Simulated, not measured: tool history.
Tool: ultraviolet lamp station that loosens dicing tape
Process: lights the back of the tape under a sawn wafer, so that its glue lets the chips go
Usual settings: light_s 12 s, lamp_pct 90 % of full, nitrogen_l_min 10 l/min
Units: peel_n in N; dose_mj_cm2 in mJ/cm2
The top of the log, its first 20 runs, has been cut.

run     day  light_s  lamp_pct  nitrogen_l_min  hours of work of the lamp  hours of work since the window was cleaned  peel_n  dose_mj_cm2
 21  38.821        8        90              10                         96                                         223   0.466          309
 22  41.258        8        90              10                        131                                         257   0.474          307
 23  43.188       12        77               5                        158                                         285   0.552          387
 24  44.954       12        77               5                        183                                         310   0.547          376
 25  46.096       21        78              10                        199                                         326   0.177          667
 26  47.829       21        78              10                        224                                         351   0.167          655
 27  50.296       22        67               5                        259                                         386   0.253          585
 28  52.721       13        61              13                        293                                         420   0.394          306
     54.188  -- window cleaned of glue's vapour
 29  55.400       13        61              13                        331                                          17   0.316          342
 30  56.946       15        68              13                        353                                          39   0.228          428
 31  59.071       15        68              13                        383                                          69   0.235          430
 32  60.592        7        68               7                        404                                          91   1.211          199
 33  61.983        7        68               7                        424                                         111   1.250          195
 34  63.279       17        90               7                        443                                         129   0.199          619
 35  64.608       17        90               7                        461                                         148   0.209          615
 36  67.012       12        90              13                        496                                         182   0.238          423
 37  68.633       12        90              13                        519                                         205   0.222          416
 38  70.175       22        90              13                        540                                         227   0.162          762
 39  72.646       12        84              13                        575                                         262   0.278          375
 40  74.338       12        78              13                        599                                         286   0.312          350
 41  75.712       12        78              13                        619                                         305   0.316          343
 42  77.283        8        95               4                        641                                         327   1.091          274

4 options for the next run, each taken on its own from the tool as it stands now. Forecast them:
  A  79.046       22        68              14                        666                                         352       ?            ?
  B  79.046       21        67               4                        666                                         352       ?            ?
  C  79.046       12        98               3                        666                                         352       ?            ?
  D  79.046        9        95               7                        666                                         352       ?            ?

run  peel_n  dose_mj_cm2
  A   0.189          532
  B   0.371          504
  C   0.681          417
  D   0.621          305
Had the tool no hidden state, the same runs would have come out as:
run  peel_n  dose_mj_cm2
  A   0.174          710
  B   0.231          671
  C   0.407          557
  D   0.367          407
